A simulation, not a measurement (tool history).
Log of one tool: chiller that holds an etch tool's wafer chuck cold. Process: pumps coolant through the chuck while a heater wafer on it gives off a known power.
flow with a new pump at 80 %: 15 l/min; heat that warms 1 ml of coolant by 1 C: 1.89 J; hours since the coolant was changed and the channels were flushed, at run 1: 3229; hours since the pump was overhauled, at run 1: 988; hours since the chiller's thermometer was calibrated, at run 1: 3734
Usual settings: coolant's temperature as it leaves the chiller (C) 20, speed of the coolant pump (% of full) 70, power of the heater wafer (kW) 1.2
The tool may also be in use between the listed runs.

| run | hour | coolant's temperature as it leaves the chiller (C) | speed of the coolant pump (% of full) | power of the heater wafer (kW) | hours since the coolant was changed and the channels were flushed | hours since the pump was overhauled | hours since the chiller's thermometer was calibrated | chuck's temperature once it has settled (C) | how much warmer the coolant comes back (C) |
|---|---|---|---|---|---|---|---|---|---|
| 1 | 0 | 20 | 70 | 1.2 | 3229 | 988 | 3734 | 29.6 | 2.99 |
| 2 | 18.6 | 20 | 70 | 1.2 | 3248 | 1007 | 3753 | 29.8 | 3.02 |
| 3 | 36.5 | 20 | 70 | 1.2 | 3266 | 1024 | 3771 | 29.7 | 3.01 |
| 4 | 65.6 | 20 | 70 | 1.2 | 3295 | 1054 | 3800 | 29.8 | 3.03 |
| 5 | 94.1 | 20 | 70 | 1.2 | 3323 | 1082 | 3828 | 29.9 | 3.09 |
| 6 | 115.6 | 20 | 70 | 1.2 | 3345 | 1103 | 3850 | 29.8 | 3.02 |
| 7 | 130.8 | 15 | 70 | 1.2 | 3360 | 1119 | 3865 | 24.9 | 3.04 |
| 8 | 158.7 | 15 | 70 | 0.687 | 3388 | 1147 | 3893 | 20.8 | 1.71 |
| 9 | 181.4 | 15 | 70 | 0.687 | 3411 | 1169 | 3916 | 20.8 | 1.7 |
| 10 | 217.1 | 14 | 70 | 1.2 | 3446 | 1205 | 3951 | 23.8 | 3.02 |
| 11 | 247.3 | 20 | 91 | 1.2 | 3477 | 1235 | 3982 | 28.3 | 2.3 |
| 12 | 278.5 | 20 | 91 | 1.2 | 3508 | 1266 | 4013 | 28.2 | 2.26 |
| 13 | 312.7 | 20 | 91 | 1.2 | 3542 | 1301 | 4047 | 28.3 | 2.3 |
| 14 | 334 | 20 | 70 | 1.672 | 3563 | 1322 | 4068 | 33.7 | 4.21 |
| 15 | 357 | 20 | 70 | 1.672 | 3586 | 1345 | 4091 | 33.9 | 4.21 |
| 16 | 373.2 | 20 | 70 | 1.2 | 3603 | 1361 | 4108 | 29.9 | 3.05 |
| 17 | 404.3 | 10 | 70 | 1.2 | 3634 | 1392 | 4139 | 19.8 | 3.05 |
| 18 | 440.6 | 10 | 70 | 1.2 | 3670 | 1429 | 4175 | 20.2 | 3.06 |
| 19 | 471.2 | 24 | 82 | 1.337 | 3701 | 1459 | 4206 | 34 | 2.84 |
| 20 | 486.3 | 24 | 82 | 1.337 | 3716 | 1474 | 4221 | 34 | 2.91 |
| 21 | 504.8 | 26 | 81 | 0.632 | 3734 | 1493 | 4239 | 30.8 | 1.36 |
| 22 | 519.9 | 12 | 96 | 0.632 | 3749 | 1508 | 4254 | 16.6 | 1.17 |
| 23 | 539.6 | 26 | 63 | 0.896 | 3769 | 1528 | 4274 | 34.1 | 2.49 |
|  | 543.6 | chiller's thermometer calibrated |
| 24 | 568.9 | 26 | 63 | 0.896 | 3797 | 1556 | 25 | 34.7 | 2.53 |

Run 25 comes next. What will it give?
| 25 | 595.3 | 20 | 94 | 1.2 | 3824 | 1582 | 52 | ? | ? |

Run 25 gave chuck's temperature once it has settled (C) 28.6, how much warmer the coolant comes back (C) 2.29.
Without the tool's hidden state the same run would have given chuck's temperature once it has settled (C) 26.9, how much warmer the coolant comes back (C) 2.2.
